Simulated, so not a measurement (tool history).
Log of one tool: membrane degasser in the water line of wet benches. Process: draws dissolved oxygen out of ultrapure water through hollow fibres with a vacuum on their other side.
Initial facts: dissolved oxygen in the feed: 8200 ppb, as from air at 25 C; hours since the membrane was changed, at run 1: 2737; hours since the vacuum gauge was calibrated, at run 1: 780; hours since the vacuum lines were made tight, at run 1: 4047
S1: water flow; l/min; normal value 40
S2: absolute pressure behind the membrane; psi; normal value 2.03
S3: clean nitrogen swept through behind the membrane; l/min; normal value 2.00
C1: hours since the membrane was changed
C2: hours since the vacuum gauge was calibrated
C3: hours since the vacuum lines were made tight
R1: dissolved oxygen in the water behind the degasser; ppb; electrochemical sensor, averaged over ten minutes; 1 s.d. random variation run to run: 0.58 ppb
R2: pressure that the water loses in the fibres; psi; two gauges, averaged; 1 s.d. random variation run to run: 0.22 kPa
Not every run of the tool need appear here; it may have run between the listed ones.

run    hour  S1    S2    S3    C1    C2    C3     R1      R2
  1     0.0  40  2.03  2.00  2737   780  4047  466.1   7.591
  2    54.2  40  1.83  2.00  2791   834  4102  410.4   7.575
  3   130.7  42  1.83  2.00  2867   911  4178  426.8   8.009
  4   209.2  42  1.83  2.00  2946   989  4257  428.6   7.981
  5   265.8  40  2.03  2.00  3002  1046  4313  466.0   7.590
  6   309.9  40  2.19  2.00  3046  1090  4357  509.8   7.591
  7   385.1  40  2.78  2.00  3122  1165  4433  669.8   7.623
  8   457.0  40  2.78  2.00  3194  1237  4504  669.4   7.593
  9   535.3  40  2.03  5.57  3272  1316  4583  190.8   7.633
 10   585.6  40  2.03  5.57  3322  1366  4633  190.4   7.567
 11   632.4  40  2.03  5.57  3369  1413  4680  190.5   7.591
 12   723.8  40  2.03  2.00  3460  1504  4771  466.0   7.600
 13   779.2  40  2.03  2.00  3516  1559  4827  465.6   7.551
 14   823.6  40  2.03  2.00  3560  1604  4871  465.7   7.548
 15   873.3  40  2.03  2.00  3610  1654  4921  465.5   7.574
 16   941.4  40  2.03  2.00  3678  1722  4989  464.7   7.603
 17  1016.6  55  1.39  1.70  3753  1797  5064  431.8  10.440
 18  1095.0  24  1.84  1.43  3831  1875  5142  350.6   4.586
 19  1167.9  53  1.64  2.00  3904  1948  5215  456.9  10.090
 20  1246.6  56  3.06  2.00  3983  2027  5294  977.1  10.649
 21  1314.6  44  2.60  1.90  4051  2095  5362  700.1   8.398
 22  1373.7  32  2.34  4.27  4110  2154  5421  229.9   6.086
 23  1454.8  32  4.22  2.00  4191  2235  5502  858.2   6.092
 24  1523.1  52  1.54  2.00  4260  2303  5571  413.7   9.916
 25  1573.2  52  2.25  2.00  4310  2353  5621  657.4   9.842
 26  1675.6  57  2.48  4.89  4412  2456  5723  384.7  10.897
 27  1768.8  57  3.19  4.89  4505  2549  5816  503.6  10.844
 28  1823.2  30  2.03  1.17  4560  2603  5871  567.0   5.728
 29  1905.6  58  1.51  1.49  4642  2686  5953  555.7  11.004
 30  1951.1  57  2.03  5.58  4688  2731  5999  274.3  10.818
 31  2054.6  40  2.00  5.58  4791  2835  6102  187.1   7.565
 32  2143.1  40  2.00  5.58  4880  2923  6191  186.7   7.564

Consider 3 possible next runs. They are alternatives, not a sequence: every one starts from the tool as it was left by run 32. What does each give?
     2198.8  -- seals of the vacuum lines changed
  A  2230.8  63  3.64  2.29  4965  3009  32   ?   ?
     2198.8  -- seals of the vacuum lines changed
  B  2230.8  35  2.03  5.01  4965  3009  32   ?   ?
     2198.8  -- seals of the vacuum lines changed
  C  2230.8  40  2.65  5.58  4965  3009  32   ?   ?

run      R1      R2
  A  1155.4  11.977
  B   183.5   6.631
  C   260.5   7.552
Stripped of hidden state, with their random variation kept, the same runs would have yielded:
run      R1      R2
  A  1155.3  11.974
  B   183.5   6.630
  C   260.5   7.551
